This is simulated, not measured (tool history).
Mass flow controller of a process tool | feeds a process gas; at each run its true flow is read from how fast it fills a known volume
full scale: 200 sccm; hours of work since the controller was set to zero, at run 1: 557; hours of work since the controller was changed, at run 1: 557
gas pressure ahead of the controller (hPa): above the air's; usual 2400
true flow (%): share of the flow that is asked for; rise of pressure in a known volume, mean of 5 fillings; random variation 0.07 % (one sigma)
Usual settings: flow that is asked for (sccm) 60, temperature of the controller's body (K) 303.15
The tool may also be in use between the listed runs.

run	hour	flow that is asked for (sccm)	gas pressure ahead of the controller (hPa)	temperature of the controller's body (K)	hours of work since the controller was set to zero	hours of work since the controller was changed	true flow (%)
1	0.0	60	2400	303.15	557	557	98.52
2	228.2	60	2400	303.15	644	644	98.53
3	375.6	60	2400	303.15	700	700	98.53
4	529.2	60	2400	303.15	758	758	98.58
5	738.9	60	2400	303.15	837	837	98.88
6	1003.5	60	2400	303.15	938	938	98.92
7	1239.5	60	2400	303.15	1028	1028	98.96
8	1404.3	60	2400	303.15	1090	1090	98.91
9	1704.2	60	2400	303.15	1204	1204	99.01
10	1906.9	60	2400	303.15	1281	1281	99.10
11	2172.3	45	2400	303.15	1382	1382	99.01
12	2450.0	45	2400	303.15	1487	1487	99.21
13	2631.7	45	2400	302.15	1556	1556	99.22
14	2788.8	45	2400	302.15	1616	1616	99.48
15	2975.7	45	2400	302.15	1687	1687	99.37
16	3113.3	60	2400	297.15	1739	1739	99.61
17	3388.7	171	1640	311.15	1844	1844	100.56
18	3554.8	27	2400	295.15	1907	1907	99.52
19	3796.0	60	2400	296.15	1998	1998	99.99
20	4008.6	96	2400	294.15	2079	2079	100.50
21	4201.1	81	2400	294.15	2152	2152	100.48
22	4338.3	30	2750	297.15	2204	2204	99.70
23	4585.3	30	2750	297.15	2298	2298	99.76
24	4721.9	93	2260	312.15	2350	2350	100.07
25	4847.5	82	2230	305.15	2397	2397	100.31
26	5008.8	45	1480	296.15	2459	2459	100.31

Some steps in true flow (%) between neighbouring runs. How much of each would the tool show without its hidden state too (settings, what came in, random variation), and how much is left for the hidden state, with any gauge scatter that isn't in both results?
The hidden state here: flow at rest that the sensor doesn't see, % of full scale; true flow over the shown one, %; drift of the gauge itself on true_pct, %.
Run 5 -> 6: no setting changed, nothing entered. true flow (%) +0.04: hidden state +0.10, all else -0.06.
Run 8 -> 9: no setting changed, nothing entered. true flow (%) +0.10: hidden state +0.10, all else +0.00.
Run 16 -> 17: flow that is asked for (sccm) 60 -> 171, gas pressure ahead of the controller (hPa) 2400 -> 1640, temperature of the controller's body (K) 297.15 -> 311.15. true flow (%) +0.95: hidden state +0.10, all else +0.85.
Run 17 -> 18: flow that is asked for (sccm) 171 -> 27, gas pressure ahead of the controller (hPa) 1640 -> 2400, temperature of the controller's body (K) 311.15 -> 295.15. true flow (%) -1.04: hidden state +0.04, all else -1.08.
